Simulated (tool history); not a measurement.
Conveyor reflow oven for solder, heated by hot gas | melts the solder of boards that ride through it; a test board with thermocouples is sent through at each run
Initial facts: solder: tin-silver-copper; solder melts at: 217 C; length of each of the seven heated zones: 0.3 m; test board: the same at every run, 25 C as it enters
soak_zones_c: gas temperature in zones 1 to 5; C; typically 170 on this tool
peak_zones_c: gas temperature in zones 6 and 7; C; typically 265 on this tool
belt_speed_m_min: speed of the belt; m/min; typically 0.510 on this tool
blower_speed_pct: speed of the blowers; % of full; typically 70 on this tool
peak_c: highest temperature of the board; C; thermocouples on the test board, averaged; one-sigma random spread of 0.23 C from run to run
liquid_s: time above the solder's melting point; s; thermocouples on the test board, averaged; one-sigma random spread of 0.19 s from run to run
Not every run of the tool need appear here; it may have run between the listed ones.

Run 1, day 0.000: usual settings. Result: peak_c 250.1 C, liquid_s 50.9 s.
Run 2, day 3.817: usual settings. Result: peak_c 249.9 C, liquid_s 50.5 s.
At day 5.750: flux residue cleaned out of gas plates and filters.
At day 6.871: belt drive overhauled, speed set with a stopwatch.
Run 3, day 6.967: usual settings. Result: peak_c 251.5 C, liquid_s 52.2 s.
Run 4, day 8.888: usual settings. Result: peak_c 251.5 C, liquid_s 51.8 s.
Run 5, day 12.417: usual settings but belt_speed_m_min 0.530 m/min. Result: peak_c 250.1 C, liquid_s 49.0 s.
Run 6, day 15.275: usual settings but belt_speed_m_min 0.530 m/min. Result: peak_c 249.8 C, liquid_s 48.7 s.
Run 7, day 16.958: usual settings but belt_speed_m_min 0.554 m/min. Result: peak_c 248.0 C, liquid_s 45.2 s.
Run 8, day 18.804: usual settings. Result: peak_c 250.8 C, liquid_s 51.5 s.
Run 9, day 21.338: usual settings. Result: peak_c 250.6 C, liquid_s 51.4 s.
Run 10, day 25.121: usual settings but peak_zones_c 264 C. Result: peak_c 249.6 C, liquid_s 50.7 s.
At day 27.425: thermocouples of zones 6 and 7 changed.
Run 11, day 27.975: usual settings but peak_zones_c 264 C. Result: peak_c 249.6 C, liquid_s 50.8 s.
Run 12, day 31.008: usual settings but peak_zones_c 264 C. Result: peak_c 249.7 C, liquid_s 50.5 s.
Run 13, day 32.821: usual settings but peak_zones_c 264 C. Result: peak_c 249.3 C, liquid_s 50.3 s.
Run 14, day 36.267: usual settings but blower_speed_pct 55 % of full. Result: peak_c 248.0 C, liquid_s 48.4 s.
Run 15, day 38.238: usual settings but blower_speed_pct 55 % of full. Result: peak_c 247.2 C, liquid_s 48.1 s.
Run 16, day 41.258: usual settings but blower_speed_pct 55 % of full. Result: peak_c 247.4 C, liquid_s 48.3 s.
At day 43.133: flux residue cleaned out of gas plates and filters.
Run 17, day 44.975: usual settings but soak_zones_c 157 C, blower_speed_pct 66 % of full. Result: peak_c 249.2 C, liquid_s 47.2 s.
Run 18, day 47.575: usual settings but soak_zones_c 157 C, belt_speed_m_min 0.508 m/min, blower_speed_pct 66 % of full. Result: peak_c 249.1 C, liquid_s 47.2 s.
Run 19, day 49.204: usual settings but soak_zones_c 177 C, peak_zones_c 254 C, belt_speed_m_min 0.527 m/min, blower_speed_pct 89 % of full. Result: peak_c 244.0 C, liquid_s 48.4 s.
Run 20, day 52.525: usual settings but blower_speed_pct 84 % of full. Result: peak_c 252.9 C, liquid_s 53.7 s.
Run 21, day 56.092: usual settings but soak_zones_c 166 C, belt_speed_m_min 0.414 m/min. Result: peak_c 255.8 C, liquid_s 68.1 s.
Run 22, day 59.254: usual settings but soak_zones_c 171 C. Result: peak_c 251.2 C, liquid_s 52.3 s.
Run 23, day 61.108: usual settings but peak_zones_c 257 C, belt_speed_m_min 0.455 m/min. Result: peak_c 246.7 C, liquid_s 56.3 s.
Run 24, day 63.262: usual settings but peak_zones_c 257 C, belt_speed_m_min 0.455 m/min. Result: peak_c 246.2 C, liquid_s 55.7 s.
At day 66.954: belt drive overhauled, speed set with a stopwatch.
Run 25, day 67.267: usual settings but soak_zones_c 159 C, peak_zones_c 275 C, belt_speed_m_min 0.414 m/min, blower_speed_pct 61 % of full. Result: peak_c 262.2 C, liquid_s 68.7 s.
Run 26, day 69.996: usual settings but soak_zones_c 160 C, peak_zones_c 275 C, belt_speed_m_min 0.474 m/min, blower_speed_pct 84 % of full. Result: peak_c 261.4 C, liquid_s 59.1 s.
Run 27, day 73.112: usual settings but soak_zones_c 183 C, peak_zones_c 260 C, belt_speed_m_min 0.552 m/min, blower_speed_pct 56 % of full. Result: peak_c 243.5 C, liquid_s 44.7 s.
Run 28, day 76.096: usual settings but soak_zones_c 183 C, peak_zones_c 274 C, belt_speed_m_min 0.508 m/min, blower_speed_pct 84 % of full. Result: peak_c 260.8 C, liquid_s 61.6 s.
Run 29, day 78.912: usual settings but soak_zones_c 183 C, belt_speed_m_min 0.539 m/min, blower_speed_pct 53 % of full. Result: peak_c 247.2 C, liquid_s 48.8 s.
At day 80.383: flux residue cleaned out of gas plates and filters.
Run 30, day 82.238: usual settings but soak_zones_c 183 C, peak_zones_c 277 C, belt_speed_m_min 0.539 m/min, blower_speed_pct 53 % of full. Result: peak_c 259.6 C, liquid_s 57.0 s.

How would selected steps in peak_c from run to run divide? Give the signed amount a tool lacking its hidden state would still show from settings, what came in and random variation, and the signed amount left for the hidden state, including any gauge scatter that is not in both of the compared results.
The hidden state here: heat that the gas passes to the board, % of a clean oven's; belt's true speed, % of the reading; true gas temperature in zones 6 and 7 over the reading, C; drift of the gauge itself on peak_c, C; drift of the gauge itself on liquid_s, %.
Run 2 -> 3: flux residue cleaned out of gas plates and filters, belt drive overhauled, speed set with a stopwatch. peak_c +1.6 C: hidden state +1.9, all else -0.3.
Run 16 -> 17: soak_zones_c 170 -> 157, blower_speed_pct 55 -> 66, flux residue cleaned out of gas plates and filters. peak_c +1.8 C: hidden state +2.0, all else -0.2.
Run 24 -> 25: soak_zones_c 170 -> 159, peak_zones_c 257 -> 275, belt_speed_m_min 0.455 -> 0.414, blower_speed_pct 70 -> 61, belt drive overhauled, speed set with a stopwatch. peak_c +16.0 C: hidden state -0.6, all else +16.6.
Run 26 -> 27: soak_zones_c 160 -> 183, peak_zones_c 275 -> 260, belt_speed_m_min 0.474 -> 0.552, blower_speed_pct 84 -> 56. peak_c -17.9 C: hidden state +0.2, all else -18.1.
Run 27 -> 28: peak_zones_c 260 -> 274, belt_speed_m_min 0.552 -> 0.508, blower_speed_pct 56 -> 84. peak_c +17.3 C: hidden state -0.4, all else +17.7.
Run 29 -> 30: peak_zones_c 265 -> 277, flux residue cleaned out of gas plates and filters. peak_c +12.4 C: hidden state +1.9, all else +10.5.
